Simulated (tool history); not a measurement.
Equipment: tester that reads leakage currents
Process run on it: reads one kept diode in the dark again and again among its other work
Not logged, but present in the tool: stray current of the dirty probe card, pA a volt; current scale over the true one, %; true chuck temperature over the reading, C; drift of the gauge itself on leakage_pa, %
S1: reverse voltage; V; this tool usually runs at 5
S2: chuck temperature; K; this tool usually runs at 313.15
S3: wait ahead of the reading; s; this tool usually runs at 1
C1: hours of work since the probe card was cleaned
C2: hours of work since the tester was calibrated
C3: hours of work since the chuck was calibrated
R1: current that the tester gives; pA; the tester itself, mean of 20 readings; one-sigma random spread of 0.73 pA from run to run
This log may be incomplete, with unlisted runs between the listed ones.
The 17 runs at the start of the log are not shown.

{"run": 18, "hour": 499.6, "S1": 5, "S2": 294.15, "S3": 1, "C1": 1109, "C2": 895, "C3": 850, "R1": 62.69}
{"run": 19, "hour": 518.1, "S1": 5, "S2": 294.15, "S3": 1, "C1": 1118, "C2": 904, "C3": 859, "R1": 62.77}
{"run": 20, "hour": 533.8, "S1": 5, "S2": 294.15, "S3": 1, "C1": 1126, "C2": 912, "C3": 868, "R1": 62.85}
{"run": 21, "hour": 558.7, "S1": 12.81, "S2": 324.15, "S3": 5.39, "C1": 1139, "C2": 925, "C3": 880, "R1": 841.32}
{"run": 22, "hour": 592.1, "S1": 6.61, "S2": 313.15, "S3": 5.71, "C1": 1157, "C2": 943, "C3": 898, "R1": 278.97}
{"hour": 596.1, "done": "tester calibrated"}
{"run": 23, "hour": 628.3, "S1": 5, "S2": 302.15, "S3": 0.9, "C1": 1174, "C2": 17, "C3": 915, "R1": 111.3}
{"run": 24, "hour": 650.4, "S1": 5, "S2": 302.15, "S3": 0.9, "C1": 1185, "C2": 28, "C3": 927, "R1": 110.53}
{"run": 25, "hour": 684.6, "S1": 5, "S2": 302.15, "S3": 0.9, "C1": 1203, "C2": 46, "C3": 944, "R1": 110.99}
{"run": 26, "hour": 715.1, "S1": 3.27, "S2": 321.15, "S3": 1, "C1": 1219, "C2": 61, "C3": 960, "R1": 326.15}
{"run": 27, "hour": 746.0, "S1": 1.38, "S2": 313.15, "S3": 1.18, "C1": 1235, "C2": 77, "C3": 976, "R1": 116.3}
{"run": 28, "hour": 781.4, "S1": 2.17, "S2": 313.15, "S3": 1.14, "C1": 1253, "C2": 95, "C3": 994, "R1": 149.67}
{"run": 29, "hour": 814.6, "S1": 1.93, "S2": 307.15, "S3": 1, "C1": 1270, "C2": 113, "C3": 1011, "R1": 91.94}
{"hour": 819.3, "done": "tester calibrated, once more"}
{"run": 30, "hour": 839.8, "S1": 1.93, "S2": 307.15, "S3": 1, "C1": 1282, "C2": 11, "C3": 1023, "R1": 92.06}
{"run": 31, "hour": 871.9, "S1": 2.28, "S2": 307.15, "S3": 7.04, "C1": 1299, "C2": 27, "C3": 1040, "R1": 99.84}
{"run": 32, "hour": 892.6, "S1": 2.28, "S2": 307.15, "S3": 7.04, "C1": 1309, "C2": 38, "C3": 1050, "R1": 99.81}
{"run": 33, "hour": 913.8, "S1": 19.27, "S2": 307.15, "S3": 0.89, "C1": 1320, "C2": 49, "C3": 1061, "R1": 345.96}
{"run": 34, "hour": 930.8, "S1": 5, "S2": 313.15, "S3": 8.7, "C1": 1329, "C2": 57, "C3": 1070, "R1": 235.96}
{"run": 35, "hour": 953.7, "S1": 10.48, "S2": 327.15, "S3": 2.25, "C1": 1341, "C2": 69, "C3": 1082, "R1": 905.13}
{"run": 36, "hour": 970.3, "S1": 10.48, "S2": 327.15, "S3": 2.25, "C1": 1349, "C2": 78, "C3": 1090, "R1": 911.32}
{"run": 37, "hour": 987.1, "S1": 17.09, "S2": 312.15, "S3": 0.47, "C1": 1358, "C2": 86, "C3": 1099, "R1": 453.2}
{"run": 38, "hour": 1015.1, "S1": 17.09, "S2": 312.15, "S3": 0.47, "C1": 1372, "C2": 101, "C3": 1113, "R1": 453.48}
{"run": 39, "hour": 1046.5, "S1": 1.91, "S2": 293.15, "S3": 1, "C1": 1389, "C2": 117, "C3": 1130, "R1": 32.86}
{"run": 40, "hour": 1065.2, "S1": 1.87, "S2": 309.15, "S3": 0.8, "C1": 1398, "C2": 127, "C3": 1139, "R1": 102.77}

3 ways to go on from here, each from the tool as it stands after run 40. What would each give?
{"run": "A", "hour": 1097.3, "S1": 1.87, "S2": 328.15, "S3": 0.5, "C1": 1415, "C2": 143, "C3": 1156, "R1": "?"}
{"run": "B", "hour": 1097.3, "S1": 5, "S2": 313.15, "S3": 1.98, "C1": 1415, "C2": 143, "C3": 1156, "R1": "?"}
{"run": "C", "hour": 1097.3, "S1": 13.88, "S2": 294.15, "S3": 1, "C1": 1415, "C2": 143, "C3": 1156, "R1": "?"}

run=A R1=374.86
run=B R1=237.34
run=C R1=119.2
The same runs, with their run-to-run variation unchanged, on a tool lacking any hidden condition would have given:
run=A R1=389.58
run=B R1=241.94
run=C R1=104.63

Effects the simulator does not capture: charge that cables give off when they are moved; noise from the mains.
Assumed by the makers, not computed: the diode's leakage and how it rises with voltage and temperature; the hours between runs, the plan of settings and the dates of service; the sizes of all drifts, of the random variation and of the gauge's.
